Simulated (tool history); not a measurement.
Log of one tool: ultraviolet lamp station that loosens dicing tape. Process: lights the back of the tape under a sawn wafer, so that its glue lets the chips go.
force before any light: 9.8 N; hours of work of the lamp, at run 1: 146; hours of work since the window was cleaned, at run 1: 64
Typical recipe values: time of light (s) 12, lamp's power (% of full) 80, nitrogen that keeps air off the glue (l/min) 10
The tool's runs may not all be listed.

run    day  time of light (s)  lamp's power (% of full)  nitrogen that keeps air off the glue (l/min)  hours of work of the lamp  hours of work since the window was cleaned  force that peels the tape off (N)  light that reached the tape (mJ/cm2)
  1      0                 12                        80                                            10                        146                                          64                              0.705                                   464
  2  0.317                 12                        80                                            10                        150                                          68                              0.742                                   459
  3  0.654                 12                        80                                            10                        155                                          72                              0.735                                   466
  4  0.988                 12                        80                                            10                        159                                          77                              0.753                                   454
  5  1.221                 12                        80                                            10                        162                                          80                              0.766                                   454
  6  1.612                 19                        80                                            10                        167                                          85                              0.239                                   718
  7  2.012                 19                        80                                            10                        172                                          90                              0.238                                   718
  8  2.358                 19                        80                                            10                        176                                          94                              0.242                                   711
  9  2.717                 12                        80                                             3                        181                                          99                               1.78                                   451
 10  3.225                  8                        80                                            10                        187                                         105                              1.788                                   297
 11  3.633                  8                        80                                            10                        193                                         110                               1.75                                   299
 12  3.954                 12                        68                                             7                        197                                         114                              1.413                                   378
 13  4.333                 12                        66                                             7                        201                                         119                              1.543                                   366
 14  4.592                  7                        66                                             4                        205                                         122                              3.911                                   209
 15  4.896                  9                        75                                             9                        209                                         126                              1.782                                   308
 16    5.4                 18                        62                                             8                        215                                         133                               0.72                                   503
 17  5.654                 18                        62                                             4                        218                                         136                              1.159                                   511
 18    5.9                 10                        62                                             9                        221                                         139                              2.027                                   284
 19  6.104                 20                        80                                            10                        224                                         142                              0.233                                   716
 20  6.362                 14                        74                                             8                        227                                         145                              0.839                                   472
 21  6.754                 13                        67                                             9                        232                                         150                              1.149                                   395
 22  7.175                 13                        67                                             9                        238                                         155                              1.111                                   390

Predict each of these 5 candidate next runs independently; none follows another, all start after run 22:
  A  7.596                 17                        85                                             8                        243                                         161                                  ?                                     ?
  B  7.596                 21                        64                                            17                        243                                         161                                  ?                                     ?
  C  7.596                 18                        67                                             9                        243                                         161                                  ?                                     ?
  D  7.596                  9                        91                                             6                        243                                         161                                  ?                                     ?
  E  7.596                  9                        81                                             7                        243                                         161                                  ?                                     ?

run  force that peels the tape off (N)  light that reached the tape (mJ/cm2)
  A                              0.383                                   638
  B                              0.263                                   595
  C                              0.557                                   534
  D                              1.631                                   366
  E                              1.845                                   322
Stripped of hidden state, with their random variation kept, the same runs would have yielded:
run  force that peels the tape off (N)  light that reached the tape (mJ/cm2)
  A                              0.265                                   737
  B                               0.19                                   687
  C                               0.39                                   616
  D                              1.258                                   423
  E                               1.44                                   372

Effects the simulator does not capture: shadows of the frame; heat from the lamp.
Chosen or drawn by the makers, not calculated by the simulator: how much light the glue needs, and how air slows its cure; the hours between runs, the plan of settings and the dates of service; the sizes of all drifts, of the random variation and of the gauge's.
